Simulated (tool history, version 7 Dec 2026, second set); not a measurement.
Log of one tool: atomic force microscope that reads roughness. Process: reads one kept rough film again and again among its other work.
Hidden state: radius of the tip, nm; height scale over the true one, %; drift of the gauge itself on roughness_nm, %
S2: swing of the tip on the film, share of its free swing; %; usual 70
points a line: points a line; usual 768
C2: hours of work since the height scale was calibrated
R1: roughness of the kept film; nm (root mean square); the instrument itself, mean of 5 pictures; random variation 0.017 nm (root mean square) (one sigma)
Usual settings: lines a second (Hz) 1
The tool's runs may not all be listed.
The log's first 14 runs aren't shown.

At hour 331.8: new tip fitted.
Run 15, hour 334.4: usual settings; pictures with this tip 4; C2 803. Result: R1 4.158 nm (root mean square).
Run 16, hour 366.1: usual settings; pictures with this tip 44; C2 820. Result: R1 3.933 nm (root mean square).
Run 17, hour 395.3: usual settings but points a line 984; pictures with this tip 82; C2 836. Result: R1 3.714 nm (root mean square).
Run 18, hour 427.5: usual settings but S2 59 %; pictures with this tip 123; C2 854. Result: R1 3.549 nm (root mean square).
Run 19, hour 463.9: usual settings but S2 59 %; pictures with this tip 169; C2 874. Result: R1 3.362 nm (root mean square).
Run 20, hour 488.6: usual settings but S2 59 %; pictures with this tip 201; C2 888. Result: R1 3.24 nm (root mean square).
Run 21, hour 515.2: usual settings but lines a second (Hz) 1.48, points a line 500; pictures with this tip 235; C2 902. Result: R1 3.003 nm (root mean square).
Run 22, hour 539.9: usual settings but lines a second (Hz) 1.48, points a line 500; pictures with this tip 267; C2 916. Result: R1 2.902 nm (root mean square).
Run 23, hour 570.2: usual settings but points a line 393; pictures with this tip 305; C2 933. Result: R1 2.809 nm (root mean square).
At hour 573.7: height scale calibrated on a step standard.
At hour 576.9: new tip fitted.
Run 24, hour 588.9: usual settings but points a line 393; pictures with this tip 16; C2 8. Result: R1 4.053 nm (root mean square).
Run 25, hour 624.5: usual settings but lines a second (Hz) 3.02, S2 81 %; pictures with this tip 61; C2 28. Result: R1 3.416 nm (root mean square).
Run 26, hour 651.5: usual settings but lines a second (Hz) 1.76, S2 58 %, points a line 292; pictures with this tip 96; C2 43. Result: R1 3.609 nm (root mean square).
Run 27, hour 678.2: usual settings but lines a second (Hz) 0.72, S2 58 %, points a line 272; pictures with this tip 130; C2 57. Result: R1 3.479 nm (root mean square).
Run 28, hour 709.6: usual settings but lines a second (Hz) 0.72, S2 58 %, points a line 272; pictures with this tip 170; C2 75. Result: R1 3.348 nm (root mean square).
Run 29, hour 740.3: usual settings but lines a second (Hz) 0.53, S2 84 %, points a line 623; pictures with this tip 209; C2 91. Result: R1 3.183 nm (root mean square).
Run 30, hour 777.9: usual settings but lines a second (Hz) 0.53, S2 84 %, points a line 623; pictures with this tip 257; C2 112. Result: R1 3.015 nm (root mean square).
At hour 788.9: height scale calibrated on a step standard, once more.
Run 31, hour 806.4: usual settings but lines a second (Hz) 0.53, S2 84 %, points a line 623; pictures with this tip 292; C2 10. Result: R1 2.889 nm (root mean square).
At hour 824.7: new tip fitted.
Run 32, hour 827.6: usual settings but lines a second (Hz) 0.53, S2 84 %, points a line 800; pictures with this tip 4; C2 21. Result: R1 4.077 nm (root mean square).
Run 33, hour 855.6: usual settings but lines a second (Hz) 2.73, S2 81 %, points a line 395; pictures with this tip 40; C2 36. Result: R1 3.455 nm (root mean square).
Run 34, hour 872.2: usual settings but lines a second (Hz) 1.64; pictures with this tip 61; C2 46. Result: R1 3.74 nm (root mean square).
Run 35, hour 905.3: usual settings but lines a second (Hz) 2.12, S2 89 %; pictures with this tip 103; C2 64. Result: R1 3.148 nm (root mean square).
Run 36, hour 939.2: usual settings but lines a second (Hz) 2.97, S2 78 %; pictures with this tip 147; C2 82. Result: R1 3.066 nm (root mean square).
Run 37, hour 974.7: usual settings but lines a second (Hz) 2.04, points a line 979; pictures with this tip 192; C2 102. Result: R1 3.092 nm (root mean square).
Run 38, hour 1004.5: usual settings but points a line 594; pictures with this tip 230; C2 118. Result: R1 3.051 nm (root mean square).
Run 39, hour 1025.6: usual settings but lines a second (Hz) 3.67, S2 66 %, points a line 743; pictures with this tip 257; C2 130. Result: R1 2.816 nm (root mean square).

Forecast each of these 3 alternatives for the next run:
Run A, hour 1060.1: usual settings but lines a second (Hz) 0.59; pictures with this tip 301; C2 149. Result: R1 ?.
Run B, hour 1060.1: usual settings but lines a second (Hz) 0.57, S2 87 %, points a line 301; pictures with this tip 301; C2 149. Result: R1 ?.
Run C, hour 1060.1: usual settings but lines a second (Hz) 1.3, S2 66 %, points a line 437; pictures with this tip 301; C2 149. Result: R1 ?.

run     R1
  A  2.872
  B  2.756
  C  2.832
Without the tool's hidden state the same runs would have given:
run     R1
  A  4.199
  B  4.033
  C  4.138
